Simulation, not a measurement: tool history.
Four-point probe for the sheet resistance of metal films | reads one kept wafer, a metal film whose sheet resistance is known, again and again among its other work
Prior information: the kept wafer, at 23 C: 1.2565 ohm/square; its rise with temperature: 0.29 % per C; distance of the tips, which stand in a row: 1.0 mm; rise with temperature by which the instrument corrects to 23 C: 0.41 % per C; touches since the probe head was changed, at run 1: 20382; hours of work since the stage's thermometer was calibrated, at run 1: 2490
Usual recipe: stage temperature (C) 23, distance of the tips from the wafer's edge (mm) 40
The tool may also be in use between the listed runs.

run    day  stage temperature (C)  distance of the tips from the wafer's edge (mm)  touches since the probe head was changed  hours of work since the stage's thermometer was calibrated  sheet resistance as the instrument gives it (ohm/square)
  1      0                     23                                               40                                     20382                                                        2490                                                  1.253828
  2  0.621                     23                                               40                                     20758                                                        2498                                                  1.253576
  3  1.529                     23                                               40                                     21306                                                        2510                                                  1.253788
  4  2.308                     23                                               40                                     21775                                                        2521                                                  1.253715
  5  2.721                     23                                               40                                     22024                                                        2526                                                  1.253442
  6  3.546                     23                                               40                                     22520                                                        2537                                                  1.253537
  7  3.996                     23                                               40                                     22793                                                        2543                                                  1.253371
  8  4.625                     23                                               40                                     23170                                                        2552                                                  1.253443
     4.725  -- stage's thermometer calibrated
  9    5.1                     23                                               40                                     23446                                                           5                                                  1.252792
 10  5.746                     21                                               69                                     23835                                                          14                                                  1.255682
 11  6.196                     21                                               69                                     24105                                                          20                                                  1.255313
 12  7.138                     21                                               69                                     24674                                                          32                                                  1.255466
 13  8.042                     21                                               69                                     25219                                                          44                                                  1.255357

Take each entry between the runs: how does the hidden state at the last listed run before it differ from the hidden state at the first listed run after it?
In the gap between runs 8 and 9: stage's thermometer calibrated (day 4.725)
  inner tips' distance over the nominal, %: -0.107 -> -0.109; wafer's true temperature over the reading, C: -0.54 -> -0.67
  measured result minus the result with no hidden state, sheet resistance as the instrument gives it (ohm/square): -0.003406 -> -0.003885

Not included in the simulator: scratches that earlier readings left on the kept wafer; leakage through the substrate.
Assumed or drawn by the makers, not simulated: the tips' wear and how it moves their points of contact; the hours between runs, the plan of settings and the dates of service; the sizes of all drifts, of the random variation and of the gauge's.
